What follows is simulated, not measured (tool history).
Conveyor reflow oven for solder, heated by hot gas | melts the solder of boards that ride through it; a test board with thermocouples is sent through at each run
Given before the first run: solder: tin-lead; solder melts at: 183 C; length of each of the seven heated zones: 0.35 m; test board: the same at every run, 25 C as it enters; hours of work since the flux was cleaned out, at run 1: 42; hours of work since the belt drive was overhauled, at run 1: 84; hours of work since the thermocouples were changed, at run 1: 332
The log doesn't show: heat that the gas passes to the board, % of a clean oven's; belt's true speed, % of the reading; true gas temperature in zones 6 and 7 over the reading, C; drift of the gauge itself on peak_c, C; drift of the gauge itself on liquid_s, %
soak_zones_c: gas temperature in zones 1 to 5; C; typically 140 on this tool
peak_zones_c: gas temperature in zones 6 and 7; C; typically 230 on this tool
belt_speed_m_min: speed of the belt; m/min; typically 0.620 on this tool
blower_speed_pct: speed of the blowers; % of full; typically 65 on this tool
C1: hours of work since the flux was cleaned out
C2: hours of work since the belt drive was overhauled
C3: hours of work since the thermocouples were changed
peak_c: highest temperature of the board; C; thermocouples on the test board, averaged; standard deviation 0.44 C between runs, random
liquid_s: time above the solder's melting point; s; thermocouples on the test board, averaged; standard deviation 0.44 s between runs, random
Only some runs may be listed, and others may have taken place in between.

Run 1, day 0.000: usual settings; C1 42; C2 84; C3 332. Result: peak_c 217.4 C, liquid_s 52.0 s.
Run 2, day 1.904: usual settings; C1 76; C2 117; C3 365. Result: peak_c 217.3 C, liquid_s 52.1 s.
Run 3, day 4.304: usual settings; C1 118; C2 159; C3 407. Result: peak_c 216.8 C, liquid_s 52.6 s.
Run 4, day 5.746: usual settings; C1 143; C2 184; C3 432. Result: peak_c 217.1 C, liquid_s 51.8 s.
At day 7.354: flux residue cleaned out of gas plates and filters.
Run 5, day 8.208: usual settings; C1 15; C2 224; C3 472. Result: peak_c 218.0 C, liquid_s 52.2 s.
Run 6, day 10.146: usual settings; C1 49; C2 258; C3 506. Result: peak_c 217.6 C, liquid_s 51.8 s.
Run 7, day 12.692: usual settings; C1 93; C2 302; C3 550. Result: peak_c 217.0 C, liquid_s 51.7 s.
Run 8, day 15.038: usual settings; C1 134; C2 343; C3 591. Result: peak_c 216.5 C, liquid_s 52.8 s.
At day 17.088: flux residue cleaned out of gas plates and filters.
Run 9, day 17.700: usual settings; C1 11; C2 386; C3 634. Result: peak_c 217.9 C, liquid_s 51.8 s.
Run 10, day 20.200: usual settings; C1 54; C2 430; C3 678. Result: peak_c 216.9 C, liquid_s 52.0 s.
Run 11, day 22.754: usual settings but belt_speed_m_min 0.700 m/min; C1 99; C2 475; C3 723. Result: peak_c 214.1 C, liquid_s 42.2 s.
Run 12, day 25.258: usual settings but belt_speed_m_min 0.700 m/min; C1 143; C2 518; C3 767. Result: peak_c 213.1 C, liquid_s 42.4 s.
Run 13, day 26.546: usual settings but belt_speed_m_min 0.700 m/min; C1 165; C2 541; C3 789. Result: peak_c 214.2 C, liquid_s 43.4 s.
At day 26.900: flux residue cleaned out of gas plates and filters.
Run 14, day 28.283: usual settings; C1 24; C2 568; C3 816. Result: peak_c 216.9 C, liquid_s 51.9 s.
Run 15, day 30.788: usual settings but soak_zones_c 132 C, belt_speed_m_min 0.635 m/min, blower_speed_pct 67 % of full; C1 68; C2 611; C3 860. Result: peak_c 215.8 C, liquid_s 46.9 s.
Run 16, day 33.112: usual settings but soak_zones_c 132 C, belt_speed_m_min 0.635 m/min, blower_speed_pct 67 % of full; C1 109; C2 652; C3 900. Result: peak_c 215.7 C, liquid_s 47.8 s.

What will run 17 give?
At day 35.742: thermocouples of zones 6 and 7 changed.
Run 17, day 35.742: usual settings but soak_zones_c 132 C, belt_speed_m_min 0.719 m/min, blower_speed_pct 67 % of full; C1 153; C2 697; C3 0. Result: peak_c ?, liquid_s ?.

peak_c: 211.6 C
liquid_s: 37.7 s
With no hidden state in the tool, this same run would have given peak_c 211.7 C, liquid_s 37.7 s.
